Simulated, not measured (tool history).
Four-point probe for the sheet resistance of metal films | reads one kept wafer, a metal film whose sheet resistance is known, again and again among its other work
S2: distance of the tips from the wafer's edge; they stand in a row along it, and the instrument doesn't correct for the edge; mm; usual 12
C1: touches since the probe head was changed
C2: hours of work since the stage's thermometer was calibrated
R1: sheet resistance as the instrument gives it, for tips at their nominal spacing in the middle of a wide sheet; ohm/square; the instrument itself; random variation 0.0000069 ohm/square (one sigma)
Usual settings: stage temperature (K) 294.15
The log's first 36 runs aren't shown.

Run 37, hour 1428.4: usual settings but stage temperature (K) 299.15; C1 90424; C2 101. Result: R1 0.034775 ohm/square.
Run 38, hour 1459.6: usual settings but stage temperature (K) 299.15; C1 91742; C2 118. Result: R1 0.034775 ohm/square.
Run 39, hour 1506.6: usual settings but stage temperature (K) 297.15, S2 8 mm; C1 93725; C2 143. Result: R1 0.035004 ohm/square.
Run 40, hour 1564.2: usual settings but S2 7 mm; C1 96152; C2 173. Result: R1 0.035076 ohm/square.
Run 41, hour 1614.7: usual settings but S2 5 mm; C1 98282; C2 200. Result: R1 0.035627 ohm/square.
Run 42, hour 1667.5: usual settings but S2 6 mm; C1 100509; C2 227. Result: R1 0.035305 ohm/square.
Run 43, hour 1693.0: usual settings but S2 6 mm; C1 101583; C2 241. Result: R1 0.035311 ohm/square.
Run 44, hour 1735.5: usual settings but S2 6 mm; C1 103379; C2 263. Result: R1 0.035322 ohm/square.
Run 45, hour 1792.3: usual settings but stage temperature (K) 293.15, S2 8 mm; C1 105773; C2 293. Result: R1 0.034957 ohm/square.

4 ways to go on from here, each from the tool as it stands after run 45. What would each give?
Run A, hour 1840.7: usual settings but stage temperature (K) 293.15, S2 10 mm; C1 107815; C2 318. Result: R1 ?.
Run B, hour 1840.7: usual settings but S2 5 mm; C1 107815; C2 318. Result: R1 ?.
Run C, hour 1840.7: usual settings but stage temperature (K) 306.15, S2 14 mm; C1 107815; C2 318. Result: R1 ?.
Run D, hour 1840.7: usual settings but stage temperature (K) 306.15, S2 19 mm; C1 107815; C2 318. Result: R1 ?.

run        R1
  A  0.034777
  B  0.035666
  C  0.034960
  D  0.034885
Without the tool's hidden state the same runs would have given:
run        R1
  A  0.034309
  B  0.035186
  C  0.034489
  D  0.034415

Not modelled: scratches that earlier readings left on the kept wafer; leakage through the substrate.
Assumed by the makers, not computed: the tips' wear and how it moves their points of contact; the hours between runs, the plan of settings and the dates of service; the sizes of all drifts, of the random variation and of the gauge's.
